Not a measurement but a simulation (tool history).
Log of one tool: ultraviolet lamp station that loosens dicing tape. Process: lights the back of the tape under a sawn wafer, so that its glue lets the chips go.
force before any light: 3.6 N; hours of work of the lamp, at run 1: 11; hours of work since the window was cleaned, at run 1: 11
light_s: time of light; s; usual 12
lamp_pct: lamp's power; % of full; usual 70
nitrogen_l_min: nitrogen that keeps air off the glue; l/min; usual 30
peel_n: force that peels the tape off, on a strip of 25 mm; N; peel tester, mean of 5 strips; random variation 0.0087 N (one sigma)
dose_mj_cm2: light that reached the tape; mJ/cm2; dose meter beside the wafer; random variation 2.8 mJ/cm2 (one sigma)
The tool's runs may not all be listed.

run,day,light_s,lamp_pct,nitrogen_l_min,hours of work of the lamp,hours of work since the window was cleaned,peel_n,dose_mj_cm2
1,0,12,70,30,11,11,0.369,390
2,0.542,7,70,30,16,16,0.887,226
3,0.896,7,70,30,19,19,0.909,230
4,1.262,7,70,30,23,23,0.88,228
5,1.633,7,70,30,27,27,0.892,228
6,1.975,12,70,30,30,30,0.368,392
7,2.371,12,70,50,34,34,0.263,388
8,2.846,12,70,30,39,39,0.364,384
9,3.233,12,70,30,42,42,0.375,388
10,3.775,10,70,30,48,48,0.522,321
11,4.262,10,70,30,52,52,0.537,320
12,4.696,12,70,12,57,57,0.728,385
13,4.958,8,70,12,59,59,1.194,254
14,5.517,11,79,30,65,65,0.364,403
15,5.992,12,83,40,69,69,0.211,446
16,6.583,12,83,40,75,75,0.228,449
17,7.096,14,79,30,80,80,0.234,494
18,7.721,21,85,57,86,86,0.092,802
19,8.208,21,85,57,91,91,0.096,795
20,8.529,21,85,57,94,94,0.092,791
21,8.804,9,85,44,97,97,0.38,342
22,9.092,15,76,27,100,100,0.236,509
23,9.675,11,62,34,105,105,0.544,296

4 ways to go on from here, each from the tool as it stands after run 23. What would each give?
A,10.092,12,70,24,110,110,?,?
B,10.092,13,66,48,110,110,?,?
C,10.092,7,85,34,110,110,?,?
D,10.092,11,87,29,110,110,?,?

run,peel_n,dose_mj_cm2
A,0.478,371
B,0.282,377
C,0.675,261
D,0.326,419
Without the tool's hidden state the same runs would have given:
run,peel_n,dose_mj_cm2
A,0.417,399
B,0.244,406
C,0.6,281
D,0.281,451

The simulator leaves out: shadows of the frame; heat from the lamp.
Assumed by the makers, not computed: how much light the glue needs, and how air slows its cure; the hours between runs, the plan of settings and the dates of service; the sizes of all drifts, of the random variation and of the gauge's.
